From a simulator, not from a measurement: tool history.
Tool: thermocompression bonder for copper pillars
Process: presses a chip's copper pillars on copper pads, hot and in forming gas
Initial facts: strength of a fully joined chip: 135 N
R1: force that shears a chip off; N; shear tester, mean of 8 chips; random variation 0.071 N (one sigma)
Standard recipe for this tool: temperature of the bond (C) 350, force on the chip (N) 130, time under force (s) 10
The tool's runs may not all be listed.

Run 1, hour 0: usual settings. Result: R1 54.21 N.
Run 2, hour 7: usual settings but temperature of the bond (C) 351. Result: R1 54.66 N.
Run 3, hour 16.1: usual settings but temperature of the bond (C) 351. Result: R1 54.62 N.
Run 4, hour 23.9: usual settings but temperature of the bond (C) 346. Result: R1 52.68 N.
Run 5, hour 34.9: usual settings. Result: R1 54.21 N.
Run 6, hour 40.4: usual settings. Result: R1 54.43 N.
Run 7, hour 45.5: usual settings. Result: R1 54.3 N.
Run 8, hour 55.8: usual settings. Result: R1 54.16 N.
Run 9, hour 62.8: usual settings. Result: R1 54.29 N.
Run 10, hour 72.5: usual settings but time under force (s) 28. Result: R1 77.87 N.
Run 11, hour 78: usual settings but time under force (s) 28. Result: R1 77.84 N.
At hour 80.7: heater calibrated with a thermocouple chip.
Run 12, hour 85.4: usual settings but time under force (s) 28. Result: R1 77.59 N.
Run 13, hour 91.6: usual settings but temperature of the bond (C) 376, time under force (s) 28. Result: R1 89.24 N.
Run 14, hour 104.2: usual settings but temperature of the bond (C) 376, time under force (s) 5. Result: R1 49.41 N.
Run 15, hour 112.6: usual settings but temperature of the bond (C) 329, force on the chip (N) 126, time under force (s) 20. Result: R1 59.04 N.
Run 16, hour 118.5: usual settings but temperature of the bond (C) 364, force on the chip (N) 190. Result: R1 77.43 N.
Run 17, hour 131: usual settings but temperature of the bond (C) 364, force on the chip (N) 190. Result: R1 77.4 N.
Run 18, hour 136.9: usual settings but temperature of the bond (C) 328, force on the chip (N) 118, time under force (s) 12. Result: R1 45.63 N.
Run 19, hour 142.4: usual settings but temperature of the bond (C) 340, force on the chip (N) 85, time under force (s) 6. Result: R1 28.15 N.
Run 20, hour 153.5: usual settings but temperature of the bond (C) 340, force on the chip (N) 85, time under force (s) 6. Result: R1 28.25 N.
Run 21, hour 160.3: usual settings but temperature of the bond (C) 340, force on the chip (N) 85, time under force (s) 6. Result: R1 28.4 N.
Run 22, hour 167: usual settings but temperature of the bond (C) 336, force on the chip (N) 119, time under force (s) 18. Result: R1 57.13 N.
Run 23, hour 177.6: usual settings but temperature of the bond (C) 336, force on the chip (N) 119, time under force (s) 18. Result: R1 57.17 N.
Run 24, hour 184.5: usual settings but temperature of the bond (C) 378, time under force (s) 5. Result: R1 50.14 N.
Run 25, hour 196.8: usual settings but temperature of the bond (C) 339, force on the chip (N) 126, time under force (s) 16. Result: R1 58.38 N.
Run 26, hour 203.3: usual settings but temperature of the bond (C) 365, force on the chip (N) 126, time under force (s) 16. Result: R1 69.16 N.
Run 27, hour 211.1: usual settings but temperature of the bond (C) 351. Result: R1 54.6 N.
Run 28, hour 219: usual settings but force on the chip (N) 133. Result: R1 55.13 N.

Forecast each of these 4 alternatives for the next run:
Run A, hour 231.4: usual settings but force on the chip (N) 148. Result: R1 ?.
Run B, hour 231.4: usual settings but temperature of the bond (C) 358, force on the chip (N) 133, time under force (s) 24. Result: R1 ?.
Run C, hour 231.4: usual settings but temperature of the bond (C) 376, force on the chip (N) 151, time under force (s) 28. Result: R1 ?.
Run D, hour 231.4: usual settings but temperature of the bond (C) 365, force on the chip (N) 147, time under force (s) 6. Result: R1 ?.

run     R1
  A  59.71
  B  78.54
  C  96.29
  D  54.36
Had the tool no hidden state, the same runs would have come out as:
run     R1
  A  59.77
  B  78.62
  C  96.38
  D  54.42
